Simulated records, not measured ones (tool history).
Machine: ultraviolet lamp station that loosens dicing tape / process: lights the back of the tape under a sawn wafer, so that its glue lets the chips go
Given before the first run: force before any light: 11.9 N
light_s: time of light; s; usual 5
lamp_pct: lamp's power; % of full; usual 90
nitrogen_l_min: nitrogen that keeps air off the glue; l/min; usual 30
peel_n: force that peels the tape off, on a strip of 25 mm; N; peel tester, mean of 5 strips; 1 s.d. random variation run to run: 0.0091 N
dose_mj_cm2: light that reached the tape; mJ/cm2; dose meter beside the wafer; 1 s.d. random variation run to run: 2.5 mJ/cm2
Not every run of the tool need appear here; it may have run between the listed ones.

Run 1, hour 0.0: usual settings. Result: peel_n 0.360 N, dose_mj_cm2 314 mJ/cm2.
Run 2, hour 17.0: usual settings. Result: peel_n 0.392 N, dose_mj_cm2 317 mJ/cm2.
Run 3, hour 42.8: usual settings. Result: peel_n 0.389 N, dose_mj_cm2 321 mJ/cm2.
Run 4, hour 58.6: usual settings. Result: peel_n 0.373 N, dose_mj_cm2 315 mJ/cm2.
Run 5, hour 86.1: usual settings. Result: peel_n 0.388 N, dose_mj_cm2 321 mJ/cm2.
Run 6, hour 114.3: usual settings. Result: peel_n 0.362 N, dose_mj_cm2 316 mJ/cm2.
Run 7, hour 144.6: usual settings. Result: peel_n 0.380 N, dose_mj_cm2 321 mJ/cm2.
Run 8, hour 160.1: usual settings. Result: peel_n 0.377 N, dose_mj_cm2 317 mJ/cm2.
Run 9, hour 191.7: usual settings but light_s 7 s, nitrogen_l_min 42 l/min. Result: peel_n 0.112 N, dose_mj_cm2 440 mJ/cm2.

Estimate the outcome of run 10 from the log above:
Run 10, hour 216.7: usual settings but lamp_pct 63 % of full. Result: peel_n ?, dose_mj_cm2 ?.

peel_n: 0.999 N
dose_mj_cm2: 219 mJ/cm2
With the hidden condition absent and the run-to-run variation left alone, this run would have shown peel_n 0.997 N, dose_mj_cm2 219 mJ/cm2.
